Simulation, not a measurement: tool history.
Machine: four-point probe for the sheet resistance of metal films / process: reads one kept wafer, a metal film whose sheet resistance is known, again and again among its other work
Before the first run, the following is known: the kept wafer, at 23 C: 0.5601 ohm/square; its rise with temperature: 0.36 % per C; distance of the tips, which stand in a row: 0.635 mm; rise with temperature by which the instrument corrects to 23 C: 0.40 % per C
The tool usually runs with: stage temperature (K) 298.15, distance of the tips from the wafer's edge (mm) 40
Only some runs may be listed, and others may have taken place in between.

run,day,stage temperature (K),distance of the tips from the wafer's edge (mm),sheet resistance as the instrument gives it (ohm/square)
1,0.000,298.15,40,0.559799
2,0.704,295.15,40,0.560387
3,1.512,295.15,40,0.560417
4,2.708,295.15,40,0.560699
5,3.883,298.15,23,0.560025
6,4.538,298.15,23,0.560059
7,5.892,295.15,41,0.560648
8,7.158,304.15,28,0.558351
9,8.517,304.15,28,0.558640
10,9.117,295.15,14,0.561201
11,9.796,297.15,48,0.559923
12,11.088,298.15,3,0.572856

What if the next run were any one of these 3? Each begins from the tool's condition after run 12:
A,12.471,301.15,3,?
B,12.471,306.15,26,?
C,12.471,298.15,25,?

run,sheet resistance as the instrument gives it (ohm/square)
A,0.572230
B,0.558107
C,0.559913
Take away the tool's hidden state, keep each run's random variation, and the runs would have read:
run,sheet resistance as the instrument gives it (ohm/square)
A,0.572139
B,0.558018
C,0.559824

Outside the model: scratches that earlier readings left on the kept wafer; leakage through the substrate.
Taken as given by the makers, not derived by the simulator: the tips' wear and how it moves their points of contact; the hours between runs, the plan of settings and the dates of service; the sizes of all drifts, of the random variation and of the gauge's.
